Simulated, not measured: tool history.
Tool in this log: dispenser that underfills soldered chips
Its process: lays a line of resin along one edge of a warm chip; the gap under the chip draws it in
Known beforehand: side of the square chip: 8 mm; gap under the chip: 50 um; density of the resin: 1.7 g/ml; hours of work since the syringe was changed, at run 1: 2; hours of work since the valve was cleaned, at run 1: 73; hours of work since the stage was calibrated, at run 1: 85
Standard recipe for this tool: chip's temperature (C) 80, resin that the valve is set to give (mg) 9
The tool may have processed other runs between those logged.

run	hour	chip's temperature (C)	resin that the valve is set to give (mg)	hours of work since the syringe was changed	hours of work since the valve was cleaned	hours of work since the stage was calibrated	time until the resin shows at the far edge (s)	resin that the valve gave (mg)
1	0	80	9	2	73	85	94.3	8.67
2	12.5	80	9	11	81	93	149.9	8.64
# hour 15.3: new syringe of resin
3	18.9	80	9	2	85	97	96.7	8.6
4	29.8	80	9	10	92	104	143.2	8.57
# hour 33.9: dispensing valve cleaned and set on the balance
# hour 34.8: new syringe of resin
5	42.3	80	9	5	5	112	108.8	8.97
6	49.4	80	9	10	10	116	139.8	8.96
# hour 53.1: new syringe of resin
7	61.8	80	9	6	18	124	113.1	8.99
8	69.4	80	9	11	23	129	148.9	8.94
# hour 71.7: new syringe of resin
9	81.5	80	9	6	31	137	116.5	8.81
# hour 90.1: new syringe of resin
10	90.1	80	9	0	36	142	81.4	8.86
11	96.6	80	9	4	40	147	105.4	8.8
12	106.2	80	9	11	47	153	149.6	8.75
# hour 108.2: new syringe of resin
13	117.5	65	9	6	54	160	207	8.81
# hour 127.5: new syringe of resin
14	128.4	75	10.45	1	61	167	99.2	10.08
15	134.4	78	7.66	5	65	171	114.8	7.43
# hour 146.3: new syringe of resin
16	146.9	95	9.18	0	73	179	47	8.91
17	159.5	95	9.18	9	81	188	75.7	8.81
# hour 164.8: new syringe of resin
18	172.6	95	9.18	5	90	196	60.5	8.81
# hour 181.1: dispensing valve cleaned and set on the balance
# hour 183.9: new syringe of resin
19	185.5	82	8.47	1	3	204	80.6	8.33
20	192.5	94	7.87	6	7	208	66.7	7.78
21	199.8	75	10.76	10	12	213	173.6	10.7
# hour 202.7: new syringe of resin
22	208.5	91	10.76	4	18	219	63	10.62
23	216.8	91	10.37	9	23	224	87.1	10.29
# hour 221.5: new syringe of resin
24	229.5	91	10.37	5	31	232	71.1	10.22
25	238.2	66	8.65	11	37	238	257.5	8.47

Each row is a separate what-if for the run after 25, all from the same tool condition, not one after another. Results?
# hour 240.8: new syringe of resin
A	245.8	85	8.18	3	42	243	?	?
# hour 240.8: new syringe of resin
B	245.8	66	11.39	3	42	243	?	?
# hour 240.8: new syringe of resin
C	245.8	80	8.22	3	42	243	?	?
# hour 240.8: new syringe of resin
D	245.8	66	11.32	3	42	243	?	?
# hour 240.8: new syringe of resin
E	245.8	79	10.13	3	42	243	?	?

run	time until the resin shows at the far edge (s)	resin that the valve gave (mg)
A	81	8.02
B	166	11.11
C	98.2	8.03
D	164.3	11.17
E	100.6	9.9
Stripped of hidden state, with their random variation kept, the same runs would have yielded:
run	time until the resin shows at the far edge (s)	resin that the valve gave (mg)
A	70.5	8.21
B	146	11.37
C	85.6	8.22
D	144.4	11.43
E	88	10.14
